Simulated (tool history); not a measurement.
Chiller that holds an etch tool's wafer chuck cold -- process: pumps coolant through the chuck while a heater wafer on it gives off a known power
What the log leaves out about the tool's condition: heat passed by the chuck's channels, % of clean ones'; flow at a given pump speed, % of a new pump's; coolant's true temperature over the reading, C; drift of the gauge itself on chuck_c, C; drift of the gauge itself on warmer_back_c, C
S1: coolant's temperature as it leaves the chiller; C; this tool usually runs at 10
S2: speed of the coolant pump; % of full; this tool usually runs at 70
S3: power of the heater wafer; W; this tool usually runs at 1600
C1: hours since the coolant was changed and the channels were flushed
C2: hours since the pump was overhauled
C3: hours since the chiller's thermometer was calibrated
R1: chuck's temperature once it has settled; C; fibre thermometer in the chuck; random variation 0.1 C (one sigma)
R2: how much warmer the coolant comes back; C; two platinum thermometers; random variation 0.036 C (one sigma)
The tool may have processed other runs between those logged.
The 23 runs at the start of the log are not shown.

run     day  S1   S2    S3    C1    C2    C3    R1    R2
 24  38.762  18   78  1715  6762  2434   752    40  6.31
 25  40.821  18   78  1582  6811  2484   802  38.3  5.84
 26  42.338  10   70  1772  6848  2520   838  35.1  7.33
 27  43.521  10   70  1772  6876  2549   867  34.9  7.33
 28  45.442  10   70  1772  6922  2595   913  35.3   7.3
 29  47.471  10   70  1772  6971  2643   961  35.2   7.4
 30  49.192   1  100  1195  7012  2685  1003  13.1  3.31
 31  50.742  12   70  1600  7049  2722  1040  34.7  6.71

Consider 3 possible next runs. They are alternatives, not a sequence: every one starts from the tool as it was left by run 31. What does each give?
  A  53.008  12  73  1600  7104  2776  1094   ?   ?
  B  53.008   2  97  1032  7104  2776  1094   ?   ?
  C  53.008  16  70  1600  7104  2776  1094   ?   ?

run    R1    R2
  A  33.7  6.32
  B  12.8  2.98
  C  38.8   6.7
Take away the tool's hidden state, keep each run's random variation, and the runs would have read:
run    R1    R2
  A  33.7  6.32
  B  12.8  2.98
  C  38.8   6.7
